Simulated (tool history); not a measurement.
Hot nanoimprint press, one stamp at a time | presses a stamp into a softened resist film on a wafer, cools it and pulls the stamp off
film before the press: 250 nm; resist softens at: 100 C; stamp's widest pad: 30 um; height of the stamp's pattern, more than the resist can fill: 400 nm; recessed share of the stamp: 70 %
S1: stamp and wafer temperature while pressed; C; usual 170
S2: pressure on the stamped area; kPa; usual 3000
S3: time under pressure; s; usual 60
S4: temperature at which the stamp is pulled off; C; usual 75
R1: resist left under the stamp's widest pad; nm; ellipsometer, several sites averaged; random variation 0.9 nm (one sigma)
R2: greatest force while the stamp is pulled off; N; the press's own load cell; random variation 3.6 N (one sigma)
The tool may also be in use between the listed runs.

Run 1, hour 0: usual settings. Result: R1 133.5 nm, R2 251 N.
Run 2, hour 14.2: usual settings. Result: R1 133.7 nm, R2 249 N.
Run 3, hour 25.6: usual settings. Result: R1 133.4 nm, R2 259 N.
Run 4, hour 44.1: usual settings but S1 173 C. Result: R1 113.6 nm, R2 257 N.
Run 5, hour 54.6: usual settings but S3 48 s. Result: R1 144.7 nm, R2 258 N.
Run 6, hour 71.4: usual settings but S3 48 s. Result: R1 143 nm, R2 258 N.
Run 7, hour 82.1: usual settings but S3 48 s. Result: R1 143.3 nm, R2 259 N.
Run 8, hour 102.3: usual settings but S3 48 s. Result: R1 145.1 nm, R2 262 N.
At hour 111: plate thermocouple calibrated.
Run 9, hour 120.5: usual settings but S3 48 s. Result: R1 135.5 nm, R2 259 N.
Run 10, hour 135.8: usual settings but S2 1830 kPa, S3 52 s. Result: R1 157.2 nm, R2 259 N.
Run 11, hour 147.2: usual settings but S2 1830 kPa, S3 52 s. Result: R1 158.6 nm, R2 264 N.
Run 12, hour 165.1: usual settings but S2 1830 kPa, S3 52 s. Result: R1 158.3 nm, R2 247 N.
At hour 178.9: stamp cleaned and given a new release coat.
Run 13, hour 188: usual settings but S1 160 C, S2 2490 kPa, S3 96 s. Result: R1 184.2 nm, R2 180 N.
Run 14, hour 205.1: usual settings but S4 74 C. Result: R1 126.4 nm, R2 184 N.
Run 15, hour 216.3: usual settings but S4 74 C. Result: R1 123.9 nm, R2 176 N.

5 ways to go on from here, each from the tool as it stands after run 15. What would each give?
Run A, hour 236.9: usual settings but S3 54 s. Result: R1 ?, R2 ?.
Run B, hour 236.9: usual settings but S1 175 C, S3 45 s, S4 66 C. Result: R1 ?, R2 ?.
Run C, hour 236.9: usual settings but S2 2700 kPa, S3 33 s, S4 61 C. Result: R1 ?, R2 ?.
Run D, hour 236.9: usual settings but S1 163 C, S3 44 s. Result: R1 ?, R2 ?.
Run E, hour 236.9: usual settings but S2 2230 kPa, S3 84 s, S4 78 C. Result: R1 ?, R2 ?.

run     R1   R2
  A  130.1  175
  B  109.3  221
  C  160.9  240
  D  188.9  179
  E  125.7  167
Without the tool's hidden state the same runs would have given:
run     R1   R2
  A  127.9  171
  B  107.3  216
  C  158.9  234
  D    187  174
  E  124.1  163
